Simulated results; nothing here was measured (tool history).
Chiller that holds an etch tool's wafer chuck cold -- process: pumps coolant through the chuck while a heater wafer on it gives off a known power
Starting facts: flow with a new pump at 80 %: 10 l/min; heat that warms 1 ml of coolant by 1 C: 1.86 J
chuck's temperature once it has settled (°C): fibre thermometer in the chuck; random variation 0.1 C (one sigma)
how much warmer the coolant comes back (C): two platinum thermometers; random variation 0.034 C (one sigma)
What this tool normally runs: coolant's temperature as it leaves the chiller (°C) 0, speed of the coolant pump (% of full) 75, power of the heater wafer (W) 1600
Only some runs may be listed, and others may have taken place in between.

run	hour	coolant's temperature as it leaves the chiller (°C)	speed of the coolant pump (% of full)	power of the heater wafer (W)	chuck's temperature once it has settled (°C)	how much warmer the coolant comes back (C)
1	0	0	75	1600	11.2	5.53
2	85.4	0	75	1600	11.2	5.5
3	170.8	0	75	1600	11.2	5.51
4	303.3	0	75	1600	11.3	5.49
5	364.5	0	75	1600	11.3	5.46
6	495.4	0	75	1600	11.3	5.43
7	606.9	0	75	1890	13.6	6.42
8	729.2	0	75	1890	13.1	6.45
9	799.8	0	75	1890	13.3	6.44
10	938.8	0	75	2196	15.3	7.43
11	1042.1	0	75	2196	15.5	7.42
12	1144.6	-2	75	1600	9.2	5.41
13	1207.6	-2	75	1600	9.3	5.31
14	1335.3	-2	75	1600	9.1	5.36
15	1398.6	-2	75	1600	9.4	5.32
16	1529.9	-2	75	1600	9.1	5.32
17	1662.7	-6	86	872	-0.3	2.39
# hour 1689.7: coolant pump overhauled
18	1810.3	-6	86	872	-0.6	2.41
19	1940.5	-6	75	1255	2.8	4.04
20	2017.8	1	85	2205	15.1	6.43
21	2098.9	-3	87	1399	5.5	3.85
22	2175.8	-4	87	1399	4.7	3.84
23	2297.2	8	75	1736	20.3	5.66
24	2396.5	-2	75	1519	8.6	4.97
25	2462.1	9	65	1600	21.5	6.08
26	2527	9	65	1600	21.7	6
27	2674.1	9	65	1600	21.6	6.01
28	2771.9	8	64	1600	21	6.1
29	2905.5	8	64	1600	20.8	6.1
30	3029.5	8	64	1600	20.8	6.08
31	3138.8	8	64	1600	21	6.02
32	3225.8	-2	68	1600	10.4	5.62

Predict each of these 4 candidate next runs independently; none follows another, all start after run 32:
# hour 3299.9: gauge calibrated
A	3333.8	0	75	1514	?	?
# hour 3299.9: gauge calibrated
B	3333.8	1	79	865	?	?
# hour 3299.9: gauge calibrated
C	3333.8	-10	73	1600	?	?
# hour 3299.9: gauge calibrated
D	3333.8	1	68	1020	?	?

run	chuck's temperature once it has settled (°C)	how much warmer the coolant comes back (C)
A	10.5	5.21
B	6.8	2.87
C	1.4	5.62
D	8.8	3.95
What these runs would have given with no unlogged condition in the tool:
run	chuck's temperature once it has settled (°C)	how much warmer the coolant comes back (C)
A	10.4	5.21
B	6.8	2.87
C	1.3	5.63
D	8.8	3.95
